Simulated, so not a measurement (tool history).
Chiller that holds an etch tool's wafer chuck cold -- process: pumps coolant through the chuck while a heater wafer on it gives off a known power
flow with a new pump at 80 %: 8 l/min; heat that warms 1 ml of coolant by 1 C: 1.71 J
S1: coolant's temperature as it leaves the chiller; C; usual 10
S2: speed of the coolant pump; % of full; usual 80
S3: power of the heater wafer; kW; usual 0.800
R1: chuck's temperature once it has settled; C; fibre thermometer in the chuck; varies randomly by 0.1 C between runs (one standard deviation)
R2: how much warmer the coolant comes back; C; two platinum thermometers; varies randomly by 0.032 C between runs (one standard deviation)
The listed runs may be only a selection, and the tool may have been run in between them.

{"run": 1, "hour": 0.0, "S1": 10, "S2": 80, "S3": 0.8, "R1": 21.6, "R2": 3.6}
{"run": 2, "hour": 24.3, "S1": 10, "S2": 80, "S3": 0.8, "R1": 21.6, "R2": 3.62}
{"run": 3, "hour": 56.2, "S1": 10, "S2": 80, "S3": 0.8, "R1": 21.6, "R2": 3.57}
{"run": 4, "hour": 75.4, "S1": 17, "S2": 80, "S3": 0.8, "R1": 28.7, "R2": 3.51}
{"run": 5, "hour": 93.7, "S1": 17, "S2": 80, "S3": 0.8, "R1": 28.6, "R2": 3.58}
{"run": 6, "hour": 112.2, "S1": 17, "S2": 80, "S3": 0.8, "R1": 28.5, "R2": 3.55}
{"run": 7, "hour": 129.4, "S1": 10, "S2": 80, "S3": 0.977, "R1": 24.2, "R2": 4.37}
{"run": 8, "hour": 150.0, "S1": 10, "S2": 93, "S3": 0.8, "R1": 20.7, "R2": 3.06}
{"run": 9, "hour": 180.8, "S1": 10, "S2": 93, "S3": 0.8, "R1": 20.5, "R2": 3.0}
{"run": 10, "hour": 208.8, "S1": 10, "S2": 94, "S3": 0.8, "R1": 20.5, "R2": 2.98}
{"run": 11, "hour": 242.5, "S1": 10, "S2": 87, "S3": 0.8, "R1": 21.2, "R2": 3.25}
{"run": 12, "hour": 269.8, "S1": 10, "S2": 87, "S3": 0.8, "R1": 21.2, "R2": 3.24}
{"run": 13, "hour": 297.9, "S1": 10, "S2": 87, "S3": 0.8, "R1": 21.2, "R2": 3.26}
{"run": 14, "hour": 317.0, "S1": 10, "S2": 87, "S3": 1.158, "R1": 26.0, "R2": 4.73}
{"run": 15, "hour": 341.9, "S1": 10, "S2": 80, "S3": 0.8, "R1": 21.7, "R2": 3.56}
{"run": 16, "hour": 357.3, "S1": 10, "S2": 80, "S3": 0.513, "R1": 17.6, "R2": 2.26}
{"run": 17, "hour": 374.1, "S1": 7, "S2": 77, "S3": 0.529, "R1": 15.1, "R2": 2.48}
{"run": 18, "hour": 407.4, "S1": 7, "S2": 77, "S3": 0.479, "R1": 14.5, "R2": 2.24}
{"run": 19, "hour": 431.5, "S1": 7, "S2": 77, "S3": 0.479, "R1": 14.3, "R2": 2.27}
{"run": 20, "hour": 464.0, "S1": 7, "S2": 77, "S3": 0.479, "R1": 14.4, "R2": 2.27}
{"run": 21, "hour": 490.7, "S1": 7, "S2": 77, "S3": 0.479, "R1": 14.3, "R2": 2.28}
{"run": 22, "hour": 524.4, "S1": 7, "S2": 61, "S3": 0.658, "R1": 18.8, "R2": 4.08}
{"run": 23, "hour": 546.5, "S1": 5, "S2": 69, "S3": 0.784, "R1": 18.1, "R2": 4.17}
{"run": 24, "hour": 580.1, "S1": 15, "S2": 96, "S3": 0.553, "R1": 22.5, "R2": 2.06}
{"hour": 600.7, "done": "coolant changed, channels flushed"}
{"run": 25, "hour": 601.9, "S1": 12, "S2": 73, "S3": 0.816, "R1": 23.9, "R2": 4.1}
{"run": 26, "hour": 625.7, "S1": 12, "S2": 73, "S3": 0.816, "R1": 23.8, "R2": 4.11}
{"run": 27, "hour": 641.9, "S1": 9, "S2": 73, "S3": 1.05, "R1": 24.3, "R2": 5.29}
{"run": 28, "hour": 660.0, "S1": 9, "S2": 67, "S3": 1.05, "R1": 25.2, "R2": 5.81}
{"run": 29, "hour": 688.9, "S1": 10, "S2": 80, "S3": 1.198, "R1": 26.4, "R2": 5.51}
{"run": 30, "hour": 722.9, "S1": 13, "S2": 65, "S3": 0.688, "R1": 24.0, "R2": 4.02}
{"run": 31, "hour": 738.3, "S1": 13, "S2": 65, "S3": 0.688, "R1": 24.1, "R2": 4.0}
{"run": 32, "hour": 765.6, "S1": 15, "S2": 90, "S3": 0.625, "R1": 22.9, "R2": 2.5}

Some steps in R1 between neighbouring runs. How much of each would the tool show without its hidden state too (settings, what came in, random variation), and how much is left for the hidden state, with any gauge scatter that isn't in both results?
The tool's hidden condition here consists of: heat passed by the chuck's channels, % of clean ones'; flow at a given pump speed, % of a new pump's; coolant's true temperature over the reading, C; drift of the gauge itself on chuck_c, C; drift of the gauge itself on warmer_back_c, C.
Run 3 -> 4: S1 10 -> 17. R1 +7.1 C: hidden state +0.0, all else +7.1.
Run 13 -> 14: S3 0.800 -> 1.158. R1 +4.8 C: hidden state +0.5, all else +4.3.
Run 21 -> 22: S2 77 -> 61, S3 0.479 -> 0.658. R1 +4.5 C: hidden state +0.5, all else +4.0.
Run 23 -> 24: S1 5 -> 15, S2 69 -> 96, S3 0.784 -> 0.553. R1 +4.4 C: hidden state -0.6, all else +5.0.
Run 24 -> 25: S1 15 -> 12, S2 96 -> 73, S3 0.553 -> 0.816, coolant changed, channels flushed. R1 +1.4 C: hidden state -0.7, all else +2.1.
